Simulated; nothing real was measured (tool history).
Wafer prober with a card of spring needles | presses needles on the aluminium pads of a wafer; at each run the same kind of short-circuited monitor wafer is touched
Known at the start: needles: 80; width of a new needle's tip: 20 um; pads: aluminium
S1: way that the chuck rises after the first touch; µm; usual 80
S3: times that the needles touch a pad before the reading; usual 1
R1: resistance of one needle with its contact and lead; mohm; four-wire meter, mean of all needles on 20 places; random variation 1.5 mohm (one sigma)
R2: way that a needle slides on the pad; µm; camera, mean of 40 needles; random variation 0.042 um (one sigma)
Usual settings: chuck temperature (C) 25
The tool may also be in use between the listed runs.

Run 1, hour 0.0: usual settings. Result: R1 152 mohm, R2 10.23 µm.
At hour 2.2: tips cleaned on abrasive film.
At hour 6.5: tips cleaned on abrasive film.
At hour 11.8: tips cleaned on abrasive film.
At hour 17.2: tips cleaned on abrasive film.
At hour 21.5: tips cleaned on abrasive film.
At hour 26.8: tips cleaned on abrasive film.
At hour 31.1: tips cleaned on abrasive film.
At hour 35.4: tips cleaned on abrasive film.
Run 2, hour 38.0: usual settings. Result: R1 156 mohm, R2 10.14 µm.
At hour 40.2: tips cleaned on abrasive film.
At hour 45.5: tips cleaned on abrasive film.
At hour 50.8: tips cleaned on abrasive film.
At hour 56.2: tips cleaned on abrasive film.
At hour 60.5: tips cleaned on abrasive film.
At hour 65.8: tips cleaned on abrasive film.
At hour 71.2: tips cleaned on abrasive film.
At hour 76.5: tips cleaned on abrasive film.
Run 3, hour 77.5: usual settings. Result: R1 145 mohm, R2 10.04 µm.
At hour 81.8: tips cleaned on abrasive film.
At hour 87.2: tips cleaned on abrasive film.
At hour 91.4: tips cleaned on abrasive film.
At hour 95.9: height of the first contact set anew.
At hour 97.1: tips cleaned on abrasive film.
At hour 102.4: tips cleaned on abrasive film.
At hour 107.8: tips cleaned on abrasive film.
At hour 113.1: tips cleaned on abrasive film.
At hour 117.4: tips cleaned on abrasive film.
At hour 122.8: tips cleaned on abrasive film.
Run 4, hour 123.6: usual settings. Result: R1 148 mohm, R2 10.72 µm.
At hour 127.9: tips cleaned on abrasive film.
At hour 133.2: tips cleaned on abrasive film.
At hour 137.5: tips cleaned on abrasive film.
At hour 142.9: tips cleaned on abrasive film.
At hour 147.2: tips cleaned on abrasive film.
At hour 152.5: tips cleaned on abrasive film.
Run 5, hour 152.7: usual settings. Result: R1 142 mohm, R2 10.68 µm.
At hour 157.0: tips cleaned on abrasive film.
At hour 161.3: tips cleaned on abrasive film.
At hour 166.6: tips cleaned on abrasive film.
At hour 172.0: tips cleaned on abrasive film.
At hour 177.3: tips cleaned on abrasive film.
At hour 182.7: tips cleaned on abrasive film.
Run 6, hour 185.1: usual settings. Result: R1 152 mohm, R2 10.60 µm.
At hour 187.3: tips cleaned on abrasive film.
At hour 192.6: tips cleaned on abrasive film.
At hour 198.0: tips cleaned on abrasive film.
At hour 203.3: tips cleaned on abrasive film.
Run 7, hour 204.3: usual settings but chuck temperature (C) 121. Result: R1 161 mohm, R2 10.57 µm.
At hour 208.6: tips cleaned on abrasive film.
At hour 212.9: tips cleaned on abrasive film.
At hour 218.2: tips cleaned on abrasive film.
At hour 223.6: tips cleaned on abrasive film.
Run 8, hour 226.7: usual settings but chuck temperature (C) 58. Result: R1 161 mohm, R2 10.41 µm.
At hour 228.9: tips cleaned on abrasive film.
At hour 234.2: tips cleaned on abrasive film.
At hour 239.6: tips cleaned on abrasive film.
At hour 244.9: tips cleaned on abrasive film.
At hour 250.2: tips cleaned on abrasive film.
Run 9, hour 253.5: usual settings. Result: R1 156 mohm, R2 10.39 µm.
At hour 254.7: tips cleaned on abrasive film.
At hour 260.0: tips cleaned on abrasive film.
At hour 264.3: tips cleaned on abrasive film.
At hour 269.7: tips cleaned on abrasive film.
At hour 274.0: tips cleaned on abrasive film.
At hour 279.3: tips cleaned on abrasive film.
Run 10, hour 282.0: usual settings. Result: R1 154 mohm, R2 10.44 µm.
At hour 284.2: tips cleaned on abrasive film.
At hour 289.6: tips cleaned on abrasive film.
At hour 294.9: tips cleaned on abrasive film.
At hour 299.2: tips cleaned on abrasive film.
At hour 304.5: tips cleaned on abrasive film.
At hour 309.9: tips cleaned on abrasive film.
Run 11, hour 310.1: usual settings. Result: R1 143 mohm, R2 10.33 µm.
At hour 314.3: tips cleaned on abrasive film.
At hour 318.6: tips cleaned on abrasive film.
At hour 324.0: tips cleaned on abrasive film.
At hour 329.3: tips cleaned on abrasive film.
At hour 334.7: tips cleaned on abrasive film.
At hour 340.0: tips cleaned on abrasive film.
At hour 344.3: tips cleaned on abrasive film.
At hour 349.6: tips cleaned on abrasive film.
At hour 355.0: tips cleaned on abrasive film.
Run 12, hour 355.4: usual settings but S1 74 µm, chuck temperature (C) 74, S3 2. Result: R1 153 mohm, R2 9.42 µm.
At hour 359.7: tips cleaned on abrasive film.
At hour 365.1: tips cleaned on abrasive film.
At hour 370.4: tips cleaned on abrasive film.
At hour 375.7: tips cleaned on abrasive film.
At hour 380.0: tips cleaned on abrasive film.
At hour 384.3: tips cleaned on abrasive film.
Run 13, hour 385.4: usual settings but S1 63 µm, chuck temperature (C) 41, S3 3. Result: R1 154 mohm, R2 7.81 µm.
At hour 388.7: tips cleaned on abrasive film.
At hour 393.0: tips cleaned on abrasive film.
At hour 398.3: tips cleaned on abrasive film.
At hour 403.6: tips cleaned on abrasive film.
At hour 409.0: tips cleaned on abrasive film.
At hour 414.3: tips cleaned on abrasive film.
At hour 418.6: tips cleaned on abrasive film.
Run 14, hour 420.6: usual settings but chuck temperature (C) 80. Result: R1 165 mohm, R2 10.09 µm.
At hour 423.8: tips cleaned on abrasive film.
At hour 429.2: tips cleaned on abrasive film.
At hour 434.5: tips cleaned on abrasive film.
At hour 438.8: tips cleaned on abrasive film.
At hour 444.1: tips cleaned on abrasive film.
At hour 449.5: tips cleaned on abrasive film.
At hour 451.9: height of the first contact set anew.
At hour 455.1: tips cleaned on abrasive film.
At hour 460.5: tips cleaned on abrasive film.
Run 15, hour 463.9: usual settings but S1 75 µm, chuck temperature (C) 40. Result: R1 164 mohm, R2 10.10 µm.
At hour 465.0: tips cleaned on abrasive film.
At hour 469.3: tips cleaned on abrasive film.
At hour 474.7: tips cleaned on abrasive film.
At hour 479.0: tips cleaned on abrasive film.
At hour 484.3: tips cleaned on abrasive film.
Run 16, hour 488.0: usual settings but S1 75 µm, chuck temperature (C) 40. Result: R1 166 mohm, R2 10.11 µm.
At hour 489.2: tips cleaned on abrasive film.
At hour 494.5: tips cleaned on abrasive film.
At hour 499.9: tips cleaned on abrasive film.
At hour 505.2: tips cleaned on abrasive film.
At hour 510.5: tips cleaned on abrasive film.
At hour 515.9: tips cleaned on abrasive film.
At hour 520.2: tips cleaned on abrasive film.
Run 17, hour 520.9: usual settings but S1 74 µm, chuck temperature (C) 61. Result: R1 153 mohm, R2 9.86 µm.
At hour 525.2: tips cleaned on abrasive film.
At hour 530.6: tips cleaned on abrasive film.
At hour 535.9: tips cleaned on abrasive film.
At hour 541.3: tips cleaned on abrasive film.
At hour 546.6: tips cleaned on abrasive film.
At hour 551.9: tips cleaned on abrasive film.
At hour 556.2: tips cleaned on abrasive film.
At hour 560.5: tips cleaned on abrasive film.
Run 18, hour 563.4: usual settings but S1 97 µm, chuck temperature (C) 26, S3 2. Result: R1 144 mohm, R2 12.84 µm.
At hour 565.6: tips cleaned on abrasive film.
At hour 569.9: tips cleaned on abrasive film.
At hour 575.2: tips cleaned on abrasive film.
At hour 580.6: tips cleaned on abrasive film.
At hour 584.9: tips cleaned on abrasive film.
At hour 590.2: tips cleaned on abrasive film.
At hour 594.5: tips cleaned on abrasive film.
At hour 598.8: tips cleaned on abrasive film.
Run 19, hour 602.3: usual settings but S1 97 µm, chuck temperature (C) 26. Result: R1 153 mohm, R2 12.75 µm.
At hour 603.4: tips cleaned on abrasive film.
At hour 607.7: tips cleaned on abrasive film.
At hour 613.1: tips cleaned on abrasive film.
At hour 617.4: tips cleaned on abrasive film.
At hour 622.7: tips cleaned on abrasive film.
Run 20, hour 624.9: usual settings but S1 89 µm, chuck temperature (C) 69, S3 2. Result: R1 155 mohm, R2 11.60 µm.
At hour 627.1: tips cleaned on abrasive film.
At hour 631.4: tips cleaned on abrasive film.
At hour 636.8: tips cleaned on abrasive film.
At hour 642.1: tips cleaned on abrasive film.
Run 21, hour 645.4: usual settings but S1 89 µm, chuck temperature (C) 69, S3 2. Result: R1 155 mohm, R2 11.56 µm.
At hour 646.6: tips cleaned on abrasive film.
At hour 651.9: tips cleaned on abrasive film.
At hour 657.3: tips cleaned on abrasive film.
At hour 662.6: tips cleaned on abrasive film.
At hour 666.9: tips cleaned on abrasive film.
At hour 672.3: tips cleaned on abrasive film.
At hour 677.6: tips cleaned on abrasive film.
At hour 682.9: tips cleaned on abrasive film.
At hour 688.3: tips cleaned on abrasive film.
Run 22, hour 690.5: usual settings but S1 89 µm, chuck temperature (C) 69, S3 2. Result: R1 155 mohm, R2 11.51 µm.

3 ways to go on from here, each from the tool as it stands after run 22. What would each give?
At hour 692.7: tips cleaned on abrasive film.
At hour 697.0: tips cleaned on abrasive film.
At hour 702.3: tips cleaned on abrasive film.
At hour 707.6: tips cleaned on abrasive film.
At hour 711.9: tips cleaned on abrasive film.
At hour 716.3: tips cleaned on abrasive film.
Run A, hour 716.3: usual settings but S1 77 µm, chuck temperature (C) 110. Result: R1 ?, R2 ?.
At hour 692.7: tips cleaned on abrasive film.
At hour 697.0: tips cleaned on abrasive film.
At hour 702.3: tips cleaned on abrasive film.
At hour 707.6: tips cleaned on abrasive film.
At hour 711.9: tips cleaned on abrasive film.
At hour 716.3: tips cleaned on abrasive film.
Run B, hour 716.3: usual settings. Result: R1 ?, R2 ?.
At hour 692.7: tips cleaned on abrasive film.
At hour 697.0: tips cleaned on abrasive film.
At hour 702.3: tips cleaned on abrasive film.
At hour 707.6: tips cleaned on abrasive film.
At hour 711.9: tips cleaned on abrasive film.
At hour 716.3: tips cleaned on abrasive film.
Run C, hour 716.3: usual settings but S1 98 µm, chuck temperature (C) 69, S3 2. Result: R1 ?, R2 ?.

run   R1     R2
  A  156   9.76
  B  142  10.17
  C  149  12.66
Without the tool's hidden state the same runs would have given:
run   R1     R2
  A  148  10.41
  B  135  10.82
  C  144  13.31

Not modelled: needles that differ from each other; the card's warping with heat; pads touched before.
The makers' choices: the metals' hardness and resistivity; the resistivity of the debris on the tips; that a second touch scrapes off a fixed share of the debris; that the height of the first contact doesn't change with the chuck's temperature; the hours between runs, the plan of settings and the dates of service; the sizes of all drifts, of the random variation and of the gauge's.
